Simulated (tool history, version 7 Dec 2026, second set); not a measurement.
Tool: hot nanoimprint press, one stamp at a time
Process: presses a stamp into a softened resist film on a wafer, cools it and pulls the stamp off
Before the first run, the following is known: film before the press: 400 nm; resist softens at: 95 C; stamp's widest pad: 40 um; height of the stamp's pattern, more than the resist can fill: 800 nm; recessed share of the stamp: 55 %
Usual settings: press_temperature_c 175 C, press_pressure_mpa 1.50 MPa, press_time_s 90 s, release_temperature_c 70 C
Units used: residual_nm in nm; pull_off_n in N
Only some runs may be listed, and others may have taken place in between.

run 1 day=0.000 | press_temperature_c=175 press_pressure_mpa=1.50 press_time_s=90 release_temperature_c=70 | residual_nm=211.3 pull_off_n=212
run 2 day=2.321 | press_temperature_c=175 press_pressure_mpa=1.50 press_time_s=90 release_temperature_c=74 | residual_nm=209.1 pull_off_n=202
run 3 day=5.242 | press_temperature_c=175 press_pressure_mpa=1.50 press_time_s=90 release_temperature_c=74 | residual_nm=208.4 pull_off_n=209
run 4 day=8.462 | press_temperature_c=175 press_pressure_mpa=2.21 press_time_s=90 release_temperature_c=70 | residual_nm=171.5 pull_off_n=210
run 5 day=11.562 | press_temperature_c=175 press_pressure_mpa=1.50 press_time_s=90 release_temperature_c=70 | residual_nm=210.5 pull_off_n=216
run 6 day=14.812 | press_temperature_c=175 press_pressure_mpa=1.50 press_time_s=90 release_temperature_c=70 | residual_nm=211.0 pull_off_n=212
run 7 day=18.312 | press_temperature_c=175 press_pressure_mpa=1.50 press_time_s=90 release_temperature_c=70 | residual_nm=209.7 pull_off_n=206
-- day=21.100 stamp cleaned and given a new release coat
run 8 day=21.362 | press_temperature_c=175 press_pressure_mpa=1.50 press_time_s=90 release_temperature_c=56 | residual_nm=211.5 pull_off_n=248
run 9 day=23.154 | press_temperature_c=175 press_pressure_mpa=1.50 press_time_s=90 release_temperature_c=56 | residual_nm=210.4 pull_off_n=235
run 10 day=26.121 | press_temperature_c=175 press_pressure_mpa=1.50 press_time_s=90 release_temperature_c=56 | residual_nm=210.1 pull_off_n=246
run 11 day=28.533 | press_temperature_c=175 press_pressure_mpa=1.50 press_time_s=90 release_temperature_c=56 | residual_nm=210.0 pull_off_n=247
run 12 day=30.300 | press_temperature_c=175 press_pressure_mpa=1.50 press_time_s=90 release_temperature_c=56 | residual_nm=209.2 pull_off_n=245
run 13 day=32.917 | press_temperature_c=175 press_pressure_mpa=1.50 press_time_s=90 release_temperature_c=73 | residual_nm=209.5 pull_off_n=209
run 14 day=35.654 | press_temperature_c=175 press_pressure_mpa=1.50 press_time_s=90 release_temperature_c=70 | residual_nm=210.2 pull_off_n=212
run 15 day=38.583 | press_temperature_c=185 press_pressure_mpa=1.50 press_time_s=48 release_temperature_c=70 | residual_nm=178.0 pull_off_n=219
run 16 day=41.546 | press_temperature_c=183 press_pressure_mpa=1.50 press_time_s=157 release_temperature_c=70 | residual_nm=126.9 pull_off_n=205
-- day=41.975 stamp cleaned and given a new release coat
run 17 day=43.950 | press_temperature_c=183 press_pressure_mpa=1.50 press_time_s=157 release_temperature_c=70 | residual_nm=127.4 pull_off_n=211
-- day=44.688 plate thermocouple calibrated
run 18 day=46.317 | press_temperature_c=163 press_pressure_mpa=1.50 press_time_s=90 release_temperature_c=70 | residual_nm=314.8 pull_off_n=209
run 19 day=49.392 | press_temperature_c=175 press_pressure_mpa=1.50 press_time_s=102 release_temperature_c=70 | residual_nm=202.6 pull_off_n=208
run 20 day=51.438 | press_temperature_c=175 press_pressure_mpa=1.50 press_time_s=139 release_temperature_c=75 | residual_nm=184.0 pull_off_n=198

Predict the results of run 21:
run 21 day=53.504 | press_temperature_c=176 press_pressure_mpa=1.50 press_time_s=105 release_temperature_c=75 | residual_nm=? pull_off_n=?

{"run 21": {"residual_nm": 193.1, "pull_off_n": 194}}
Take away the tool's hidden state, keep the run-to-run variation as it was, and the same run would have given residual_nm 193.0 nm, pull_off_n 193 N.
